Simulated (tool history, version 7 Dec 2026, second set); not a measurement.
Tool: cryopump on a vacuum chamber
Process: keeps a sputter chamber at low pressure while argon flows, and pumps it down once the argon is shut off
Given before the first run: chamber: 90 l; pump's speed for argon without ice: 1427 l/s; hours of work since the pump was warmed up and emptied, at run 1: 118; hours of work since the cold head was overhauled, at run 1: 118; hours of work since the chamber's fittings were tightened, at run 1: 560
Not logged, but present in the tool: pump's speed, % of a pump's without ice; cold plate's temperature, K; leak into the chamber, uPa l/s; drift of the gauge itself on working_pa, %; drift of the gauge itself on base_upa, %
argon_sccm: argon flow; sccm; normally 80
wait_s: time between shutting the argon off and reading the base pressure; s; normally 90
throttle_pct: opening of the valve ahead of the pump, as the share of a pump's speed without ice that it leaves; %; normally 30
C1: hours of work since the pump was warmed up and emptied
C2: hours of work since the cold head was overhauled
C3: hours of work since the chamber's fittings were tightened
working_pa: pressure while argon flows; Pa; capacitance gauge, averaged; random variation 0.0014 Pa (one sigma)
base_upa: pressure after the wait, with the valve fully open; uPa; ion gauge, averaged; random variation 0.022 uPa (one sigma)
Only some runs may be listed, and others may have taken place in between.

Run 1, day 0.000: usual settings; C1 118; C2 118; C3 560. Result: working_pa 0.3200 Pa, base_upa 1.13 uPa.
Run 2, day 1.154: usual settings but argon_sccm 87 sccm; C1 133; C2 133; C3 575. Result: working_pa 0.3502 Pa, base_upa 1.17 uPa.
Run 3, day 2.012: usual settings; C1 143; C2 143; C3 586. Result: working_pa 0.3204 Pa, base_upa 1.19 uPa.
Run 4, day 3.829: usual settings; C1 167; C2 167; C3 609. Result: working_pa 0.3215 Pa, base_upa 1.19 uPa.
Run 5, day 4.946: usual settings but throttle_pct 25 %; C1 181; C2 181; C3 623. Result: working_pa 0.3848 Pa, base_upa 1.23 uPa.
Run 6, day 6.542: usual settings; C1 201; C2 201; C3 643. Result: working_pa 0.3214 Pa, base_upa 1.30 uPa.
Run 7, day 7.408: usual settings; C1 212; C2 212; C3 654. Result: working_pa 0.3224 Pa, base_upa 1.31 uPa.
Run 8, day 8.208: usual settings; C1 222; C2 222; C3 664. Result: working_pa 0.3230 Pa, base_upa 1.31 uPa.
Run 9, day 9.067: usual settings but throttle_pct 28 %; C1 233; C2 233; C3 675. Result: working_pa 0.3457 Pa, base_upa 1.33 uPa.
Run 10, day 9.883: usual settings but throttle_pct 28 %; C1 244; C2 244; C3 686. Result: working_pa 0.3447 Pa, base_upa 1.31 uPa.
Run 11, day 11.717: usual settings but throttle_pct 28 %; C1 267; C2 267; C3 709. Result: working_pa 0.3488 Pa, base_upa 1.35 uPa.
Run 12, day 13.208: usual settings; C1 286; C2 286; C3 728. Result: working_pa 0.3250 Pa, base_upa 1.44 uPa.
Run 13, day 14.538: usual settings; C1 303; C2 303; C3 745. Result: working_pa 0.3245 Pa, base_upa 1.42 uPa.
Run 14, day 15.642: usual settings; C1 317; C2 317; C3 759. Result: working_pa 0.3258 Pa, base_upa 1.44 uPa.
Run 15, day 16.571: usual settings but argon_sccm 95 sccm; C1 329; C2 329; C3 771. Result: working_pa 0.3865 Pa, base_upa 1.43 uPa.
Run 16, day 18.162: usual settings but wait_s 236 s; C1 349; C2 349; C3 791. Result: working_pa 0.3298 Pa, base_upa 1.26 uPa.
Run 17, day 19.675: usual settings; C1 368; C2 368; C3 810. Result: working_pa 0.3288 Pa, base_upa 1.45 uPa.
Run 18, day 21.300: usual settings; C1 389; C2 389; C3 831. Result: working_pa 0.3268 Pa, base_upa 1.54 uPa.
Run 19, day 22.433: usual settings but argon_sccm 47 sccm, wait_s 177 s, throttle_pct 16 %; C1 403; C2 403; C3 845. Result: working_pa 0.3560 Pa, base_upa 1.34 uPa.
Run 20, day 23.733: usual settings but wait_s 136 s, throttle_pct 26 %; C1 420; C2 420; C3 862. Result: working_pa 0.3784 Pa, base_upa 1.44 uPa.
Run 21, day 25.533: usual settings but wait_s 136 s, throttle_pct 26 %; C1 442; C2 442; C3 885. Result: working_pa 0.3808 Pa, base_upa 1.46 uPa.
Run 22, day 26.742: usual settings but wait_s 294 s, throttle_pct 39 %; C1 458; C2 458; C3 900. Result: working_pa 0.2600 Pa, base_upa 1.42 uPa.
Run 23, day 27.921: usual settings but wait_s 106 s, throttle_pct 20 %; C1 473; C2 473; C3 915. Result: working_pa 0.4917 Pa, base_upa 1.60 uPa.
Run 24, day 28.929: usual settings but wait_s 106 s, throttle_pct 20 %; C1 486; C2 486; C3 928. Result: working_pa 0.4920 Pa, base_upa 1.61 uPa.
Run 25, day 29.771: usual settings but argon_sccm 33 sccm, wait_s 78 s, throttle_pct 51 %; C1 496; C2 496; C3 939. Result: working_pa 0.0835 Pa, base_upa 1.75 uPa.
Run 26, day 31.567: usual settings but wait_s 99 s; C1 519; C2 519; C3 961. Result: working_pa 0.3355 Pa, base_upa 1.69 uPa.
Run 27, day 32.404: usual settings but wait_s 41 s, throttle_pct 25 %; C1 530; C2 530; C3 972. Result: working_pa 0.3977 Pa, base_upa 2.24 uPa.
Run 28, day 33.575: usual settings but argon_sccm 143 sccm, wait_s 149 s, throttle_pct 56 %; C1 545; C2 545; C3 987. Result: working_pa 0.3371 Pa, base_upa 1.66 uPa.
Run 29, day 35.262: usual settings but argon_sccm 143 sccm, wait_s 149 s, throttle_pct 56 %; C1 566; C2 566; C3 1008. Result: working_pa 0.3374 Pa, base_upa 1.73 uPa.
Run 30, day 36.596: usual settings but argon_sccm 143 sccm, wait_s 149 s, throttle_pct 56 %; C1 583; C2 583; C3 1025. Result: working_pa 0.3405 Pa, base_upa 1.73 uPa.
Run 31, day 37.738: usual settings but argon_sccm 143 sccm, wait_s 149 s, throttle_pct 56 %; C1 598; C2 598; C3 1040. Result: working_pa 0.3418 Pa, base_upa 1.73 uPa.
Run 32, day 39.262: usual settings but argon_sccm 143 sccm, wait_s 149 s, throttle_pct 56 %; C1 617; C2 617; C3 1059. Result: working_pa 0.3419 Pa, base_upa 1.75 uPa.
Run 33, day 40.196: usual settings but wait_s 37 s, throttle_pct 31 %; C1 629; C2 629; C3 1071. Result: working_pa 0.3278 Pa, base_upa 2.49 uPa.
Run 34, day 41.862: usual settings but throttle_pct 16 %; C1 650; C2 650; C3 1092. Result: working_pa 0.6163 Pa, base_upa 1.96 uPa.
Run 35, day 42.938: usual settings but argon_sccm 61 sccm; C1 664; C2 664; C3 1106. Result: working_pa 0.2582 Pa, base_upa 2.03 uPa.

Hidden state or all else? Some run-to-run changes of working_pa, split into what the settings, what came in and random variation would give without the hidden state, and what is left for the hidden state (with any gauge scatter that isn't in both results):
Run 24 -> 25: argon_sccm 80 -> 33, wait_s 106 -> 78, throttle_pct 20 -> 51. working_pa -0.4085 Pa: hidden state -0.0097, all else -0.3988.
Run 25 -> 26: argon_sccm 33 -> 80, wait_s 78 -> 99, throttle_pct 51 -> 30. working_pa +0.2520 Pa: hidden state +0.0111, all else +0.2409.
Run 27 -> 28: argon_sccm 80 -> 143, wait_s 41 -> 149, throttle_pct 25 -> 56. working_pa -0.0606 Pa: hidden state +0.0154, all else -0.0760.
Run 32 -> 33: argon_sccm 143 -> 80, wait_s 149 -> 37, throttle_pct 56 -> 31. working_pa -0.0141 Pa: hidden state -0.0168, all else +0.0027.
Run 33 -> 34: wait_s 37 -> 90, throttle_pct 31 -> 16. working_pa +0.2885 Pa: hidden state +0.0010, all else +0.2875.
Run 34 -> 35: argon_sccm 80 -> 61, throttle_pct 16 -> 30. working_pa -0.3581 Pa: hidden state -0.0052, all else -0.3529.
